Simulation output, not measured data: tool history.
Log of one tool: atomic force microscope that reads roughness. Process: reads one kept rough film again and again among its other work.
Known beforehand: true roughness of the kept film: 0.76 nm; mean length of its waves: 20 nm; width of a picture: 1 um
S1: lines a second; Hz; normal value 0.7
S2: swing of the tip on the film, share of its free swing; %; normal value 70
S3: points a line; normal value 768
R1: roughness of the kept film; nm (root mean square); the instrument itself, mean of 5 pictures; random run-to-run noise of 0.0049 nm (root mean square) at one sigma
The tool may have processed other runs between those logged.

| run | hour | S1 | S2 | S3 | R1 |
|---|---|---|---|---|---|
| 1 | 0 | 0.7 | 70 | 768 | 0.686 |
| 2 | 26.6 | 0.7 | 70 | 768 | 0.666 |
| 3 | 59.6 | 1.428 | 70 | 768 | 0.643 |
| 4 | 92.7 | 1.428 | 70 | 768 | 0.622 |
| 5 | 122.7 | 0.7 | 70 | 950 | 0.654 |
| 6 | 138.6 | 0.7 | 70 | 268 | 0.631 |
|  | 141.4 | height scale calibrated on a step standard |
| 7 | 170.9 | 0.7 | 70 | 268 | 0.629 |
| 8 | 200.3 | 0.7 | 70 | 268 | 0.62 |
| 9 | 222.9 | 0.7 | 70 | 268 | 0.624 |
| 10 | 241 | 0.7 | 70 | 268 | 0.624 |
| 11 | 257.1 | 0.7 | 59 | 268 | 0.633 |
|  | 275.6 | new tip fitted |
| 12 | 281 | 0.7 | 59 | 268 | 0.674 |
| 13 | 298.2 | 0.7 | 59 | 409 | 0.695 |

Forecast each of these 4 alternatives for the next run:
| A | 313.6 | 0.917 | 70 | 1017 | ? |
| B | 313.6 | 0.7 | 73 | 409 | ? |
| C | 313.6 | 1.642 | 70 | 570 | ? |
| D | 313.6 | 0.7 | 56 | 768 | ? |

| run | R1 |
|---|---|
| A | 0.667 |
| B | 0.675 |
| C | 0.642 |
| D | 0.704 |
What these runs would have given with no unlogged condition in the tool:
| run | R1 |
|---|---|
| A | 0.671 |
| B | 0.679 |
| C | 0.646 |
| D | 0.708 |

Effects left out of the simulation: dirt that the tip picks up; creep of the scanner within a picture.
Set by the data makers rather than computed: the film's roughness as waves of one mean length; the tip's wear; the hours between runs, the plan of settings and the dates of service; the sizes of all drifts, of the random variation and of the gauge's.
